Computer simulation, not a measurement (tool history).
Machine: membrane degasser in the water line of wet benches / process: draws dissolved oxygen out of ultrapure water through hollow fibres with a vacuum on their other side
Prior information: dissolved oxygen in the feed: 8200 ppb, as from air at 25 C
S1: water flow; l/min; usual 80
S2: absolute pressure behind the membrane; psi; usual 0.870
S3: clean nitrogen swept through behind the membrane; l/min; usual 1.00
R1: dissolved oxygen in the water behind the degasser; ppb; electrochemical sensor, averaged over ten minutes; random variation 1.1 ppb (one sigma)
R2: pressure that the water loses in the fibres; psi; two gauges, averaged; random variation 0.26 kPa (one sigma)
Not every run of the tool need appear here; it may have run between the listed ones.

run    hour   S1     S2    S3     R1      R2
  1     0.0   80  0.870  1.00  361.8  10.148
  2    87.6   80  0.870  1.00  360.8  10.215
      135.0  -- seals of the vacuum lines changed
  3   140.4   51  0.870  1.00  263.1   6.476
  4   198.4   51  0.870  1.00  262.8   6.454
  5   309.7   51  0.870  1.00  262.8   6.464
  6   419.5   50  0.870  1.00  260.7   6.379
  7   472.3   80  0.870  2.15  208.7  10.209
  8   534.6   80  0.870  1.66  254.8  10.189
  9   605.8   80  0.870  1.66  255.1  10.190
      612.2  -- vacuum gauge calibrated
 10   684.8   80  0.870  1.00  365.4  10.253
 11   758.3   80  0.870  1.00  363.5  10.119
      786.4  -- vacuum gauge calibrated, once more
 12   814.8   80  0.870  1.00  362.6  10.219
 13   887.0   80  0.870  1.00  364.5  10.303
 14   951.6   80  0.870  1.00  363.7  10.234
 15  1060.6   80  0.718  1.00  231.5  10.243
 16  1125.2   80  0.718  1.00  232.6  10.259
 17  1221.8   96  0.645  1.91  126.5  12.305
 18  1313.2   60  0.624  0.75  146.1   7.670
 19  1415.6   60  0.624  0.75  145.9   7.735
 20  1508.3  100  0.870  1.39  348.0  12.773
 21  1595.6   80  0.870  0.68  461.7  10.328
 22  1700.4   80  0.870  0.68  462.8  10.288
 23  1752.3  123  0.870  1.00  500.6  15.837
 24  1832.7  116  1.139  1.00  758.9  14.901
 25  1934.5  116  1.139  1.47  606.6  14.952
 26  1990.9   58  0.558  1.02   70.3   7.517
 27  2076.7   58  0.558  1.02   70.9   7.485
 28  2133.4   77  0.867  1.00  358.7   9.955
 29  2194.4   77  0.867  0.49  538.5   9.899

3 ways to go on from here, each from the tool as it stands after run 29. What would each give?
  A  2296.0  82  0.992  2.62   ?   ?
  B  2296.0  67  0.870  0.66   ?   ?
  C  2296.0  77  1.810  0.49   ?   ?

run      R1      R2
  A   238.3  10.605
  B   427.0   8.675
  C  1636.3   9.915
With the hidden condition removed and each run's random variation left untouched, the same runs would have given:
run      R1      R2
  A   235.6  10.370
  B   423.0   8.483
  C  1635.4   9.696
